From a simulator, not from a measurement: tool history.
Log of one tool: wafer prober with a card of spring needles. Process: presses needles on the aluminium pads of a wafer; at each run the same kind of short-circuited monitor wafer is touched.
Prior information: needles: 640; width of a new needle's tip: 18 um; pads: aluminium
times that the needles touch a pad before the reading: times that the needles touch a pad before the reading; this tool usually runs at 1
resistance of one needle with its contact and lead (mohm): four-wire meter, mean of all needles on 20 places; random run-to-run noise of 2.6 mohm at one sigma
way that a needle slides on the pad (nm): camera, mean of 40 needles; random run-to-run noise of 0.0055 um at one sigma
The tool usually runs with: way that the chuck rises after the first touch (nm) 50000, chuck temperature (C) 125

run	hour	way that the chuck rises after the first touch (nm)	chuck temperature (C)	times that the needles touch a pad before the reading	resistance of one needle with its contact and lead (mohm)	way that a needle slides on the pad (nm)
1	0	50000	125	1	492	6608
# hour 1.6: tips cleaned on abrasive film
2	7.3	50000	125	1	381	6618
3	18.8	50000	125	1	453	6600
4	28.5	50000	125	1	490	6600
# hour 29.7: tips cleaned on abrasive film
5	43.2	50000	91	1	433	6592
6	54.3	50000	91	1	482	6592
# hour 57.8: tips cleaned on abrasive film
7	70.9	50000	91	1	430	6592
8	83.3	34000	125	1	693	4458
# hour 85.7: tips cleaned on abrasive film
9	92.5	34000	125	1	479	4439
10	105	50000	125	1	462	6582
# hour 113.4: tips cleaned on abrasive film
11	119	50000	62	1	372	6579
12	132.2	50000	32	1	461	6575
# hour 141.5: tips cleaned on abrasive film
13	144.4	50000	32	1	324	6552
14	154	50000	125	1	422	6561
15	162.4	50000	125	1	476	6556
# hour 169.2: tips cleaned on abrasive film
# hour 170.5: height of the first contact set anew
16	176.6	50000	125	1	382	6680
17	185.8	50000	125	1	446	6683
# hour 197.8: tips cleaned on abrasive film
18	199.6	36000	125	3	332	4789
19	209.4	36000	125	3	390	4792
20	224.2	64000	125	2	371	8535
# hour 225.8: tips cleaned on abrasive film
21	238.3	64000	125	2	343	8519
22	246.4	65000	125	1	403	8645
# hour 253.3: tips cleaned on abrasive film
23	261.2	43000	86	2	377	5711
24	271	69000	26	2	333	9183
# hour 280.8: tips cleaned on abrasive film
25	284.8	69000	26	2	294	9165
26	295.3	69000	60	2	331	9164
# hour 308.7: tips cleaned on abrasive film
27	309	49000	40	2	283	6496
28	323	49000	40	2	386	6487
29	330.1	49000	40	2	407	6501
# hour 336.4: tips cleaned on abrasive film
30	338.7	33000	125	2	368	4352
31	351.5	34000	32	2	493	4488
# hour 364.6: tips cleaned on abrasive film
32	365.2	64000	56	2	287	8486
33	381.3	33000	122	1	647	4346
# hour 392.1: tips cleaned on abrasive film
34	394.9	51000	94	2	324	6746

Branching from run 34: 3 alternative next runs. What would each branch give?
A	401.6	67000	94	2	?	?
B	401.6	51000	57	3	?	?
C	401.6	50000	41	1	?	?

run	resistance of one needle with its contact and lead (mohm)	way that a needle slides on the pad (nm)
A	332	8876
B	330	6744
C	406	6605
Without the tool's hidden state the same runs would have given:
run	resistance of one needle with its contact and lead (mohm)	way that a needle slides on the pad (nm)
A	289	8938
B	284	6807
C	275	6668
